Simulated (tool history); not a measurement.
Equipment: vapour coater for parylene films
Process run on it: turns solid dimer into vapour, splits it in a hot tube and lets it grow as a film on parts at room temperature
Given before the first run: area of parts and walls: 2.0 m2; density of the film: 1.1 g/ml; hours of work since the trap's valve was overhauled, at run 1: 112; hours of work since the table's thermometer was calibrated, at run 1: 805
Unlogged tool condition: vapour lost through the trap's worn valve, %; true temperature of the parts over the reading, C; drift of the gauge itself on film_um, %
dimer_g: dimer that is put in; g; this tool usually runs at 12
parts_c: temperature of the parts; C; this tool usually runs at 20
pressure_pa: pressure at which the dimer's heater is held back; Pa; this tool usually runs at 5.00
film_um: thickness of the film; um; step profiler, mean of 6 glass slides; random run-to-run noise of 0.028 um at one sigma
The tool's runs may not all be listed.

run	hour	dimer_g	parts_c	pressure_pa	hours of work since the trap's valve was overhauled	hours of work since the table's thermometer was calibrated	film_um
1	0.0	12	20	5.00	112	805	3.09
2	35.6	12	20	5.00	131	825	3.12
# hour 96.0: table's thermometer calibrated
3	96.0	12	20	5.00	165	0	3.00
4	157.3	12	20	5.00	199	34	3.00
5	220.8	5	20	5.00	234	70	1.20
6	285.2	12	20	5.00	270	105	2.95
7	338.9	12	20	5.00	300	135	2.93
8	366.7	12	20	5.00	315	151	2.91
9	425.7	13	20	3.67	348	184	3.14
10	475.8	13	20	3.67	376	212	3.18
11	502.6	13	20	3.67	391	227	3.19
12	555.5	13	20	3.67	421	256	3.13
13	596.6	12	22	3.84	444	279	2.73

Predict each of these 4 candidate next runs independently; none follows another, all start after run 13:
A	641.4	14	22	2.22	469	304	?
B	641.4	12	20	4.95	469	304	?
C	641.4	13	27	3.83	469	304	?
D	641.4	6	13	5.00	469	304	?

run	film_um
A	3.33
B	2.84
C	2.69
D	1.60
Take away the tool's hidden state, keep each run's random variation, and the runs would have read:
run	film_um
A	3.74
B	3.18
C	3.01
D	1.79

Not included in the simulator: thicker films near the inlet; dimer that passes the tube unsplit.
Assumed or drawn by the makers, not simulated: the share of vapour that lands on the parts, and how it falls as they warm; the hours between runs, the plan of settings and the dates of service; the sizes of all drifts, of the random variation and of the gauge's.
